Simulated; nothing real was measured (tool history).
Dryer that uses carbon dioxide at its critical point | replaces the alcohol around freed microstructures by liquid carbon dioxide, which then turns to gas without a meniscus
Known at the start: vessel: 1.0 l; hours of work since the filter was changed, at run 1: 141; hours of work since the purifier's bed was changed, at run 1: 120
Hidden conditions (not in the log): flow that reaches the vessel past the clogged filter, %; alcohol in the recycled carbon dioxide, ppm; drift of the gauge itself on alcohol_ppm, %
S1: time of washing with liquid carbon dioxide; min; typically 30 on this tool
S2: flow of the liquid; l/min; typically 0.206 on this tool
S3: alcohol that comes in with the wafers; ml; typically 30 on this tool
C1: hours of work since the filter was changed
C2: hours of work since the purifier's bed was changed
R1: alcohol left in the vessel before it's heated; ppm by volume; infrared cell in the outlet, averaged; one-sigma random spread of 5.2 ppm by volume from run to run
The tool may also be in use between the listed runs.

run  hour  S1     S2   S3   C1   C2   R1
  1   0.0  30  0.206   30  141  120  174
  2   5.4  30  0.206   30  145  124  171
  3  10.8  30  0.206   30  149  128  183
  4  16.8  30  0.206   30  153  132  179
  5  27.2  30  0.206   30  161  140  186
  6  32.0  30  0.206   30  164  143  191
     41.1  -- inlet filter changed
  7  41.1  30  0.206  113    0  149  380
  8  46.1  30  0.206   30    4  153  131
  9  55.4  30  0.206   30   10  159  140
 10  67.0  30  0.206  106   19  168  371
 11  72.5  30  0.206   30   23  172  144
 12  79.7  30  0.206   30   28  177  161
 13  89.7  30  0.206   30   35  184  146
 14  95.6  29  0.167   30   40  189  382

Forecast run 15:
 15  100.3  21  0.206  30  43  192   ?

R1: 615 ppm by volume
With no hidden state in the tool, this same run would have given R1 485 ppm by volume.
